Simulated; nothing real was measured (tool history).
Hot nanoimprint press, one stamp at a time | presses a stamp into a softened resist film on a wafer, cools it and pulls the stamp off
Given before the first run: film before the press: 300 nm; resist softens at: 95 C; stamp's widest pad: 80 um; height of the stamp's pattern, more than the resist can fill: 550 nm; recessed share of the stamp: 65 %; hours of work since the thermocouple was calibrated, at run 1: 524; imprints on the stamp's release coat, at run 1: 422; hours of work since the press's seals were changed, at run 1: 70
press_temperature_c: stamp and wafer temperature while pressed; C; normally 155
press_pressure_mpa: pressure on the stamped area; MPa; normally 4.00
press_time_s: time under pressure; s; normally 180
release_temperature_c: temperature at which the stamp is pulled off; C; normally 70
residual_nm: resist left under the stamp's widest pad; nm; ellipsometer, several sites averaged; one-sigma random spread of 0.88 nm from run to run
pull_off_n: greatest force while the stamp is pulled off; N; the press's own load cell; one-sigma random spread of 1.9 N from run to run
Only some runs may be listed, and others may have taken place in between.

run,day,press_temperature_c,press_pressure_mpa,press_time_s,release_temperature_c,hours of work since the thermocouple was calibrated,imprints on the stamp's release coat,hours of work since the press's seals were changed,residual_nm,pull_off_n
1,0.000,155,4.00,180,70,524,422,70,104.8,164
2,0.288,155,4.00,180,70,527,431,73,106.0,164
3,0.817,155,4.00,180,70,533,448,79,105.8,163
4,1.150,155,3.29,180,70,537,459,82,114.6,167
5,1.371,155,3.98,180,70,539,466,85,106.2,163
6,1.833,155,3.98,239,70,544,481,90,94.3,168
7,2.188,155,4.00,180,70,548,493,93,104.6,169
8,2.504,155,4.00,180,70,551,503,97,103.5,167
9,2.717,155,4.00,180,70,553,510,99,105.0,168
10,2.933,155,4.00,180,70,556,517,101,103.8,167
11,3.462,155,4.00,180,70,561,534,107,104.6,169
12,3.758,155,4.00,180,70,565,543,110,103.5,167
# day 3.971: plate thermocouple calibrated
13,4.342,155,4.00,180,70,4,558,115,118.8,181
14,4.821,155,4.00,180,70,9,574,120,120.1,177
15,5.167,155,4.00,180,70,13,585,124,119.7,177
16,5.546,155,4.00,180,70,17,597,128,120.1,181
17,6.012,149,3.07,294,78,22,613,133,152.2,149
18,6.367,149,3.07,294,78,26,624,137,150.8,146
19,6.667,155,4.00,123,70,29,634,140,137.1,184
20,7.008,147,4.00,102,70,32,645,144,210.3,175
21,7.479,147,4.00,102,70,37,660,149,209.2,184
22,7.862,147,4.00,102,70,42,672,153,210.8,176

Run 23 comes next. What will it give?
23,8.271,147,4.00,102,70,46,686,157,?,?

residual_nm: 205.2 nm
pull_off_n: 178 N
Had the tool carried no hidden state, the very same run would have given residual_nm 207.3 nm, pull_off_n 163 N.

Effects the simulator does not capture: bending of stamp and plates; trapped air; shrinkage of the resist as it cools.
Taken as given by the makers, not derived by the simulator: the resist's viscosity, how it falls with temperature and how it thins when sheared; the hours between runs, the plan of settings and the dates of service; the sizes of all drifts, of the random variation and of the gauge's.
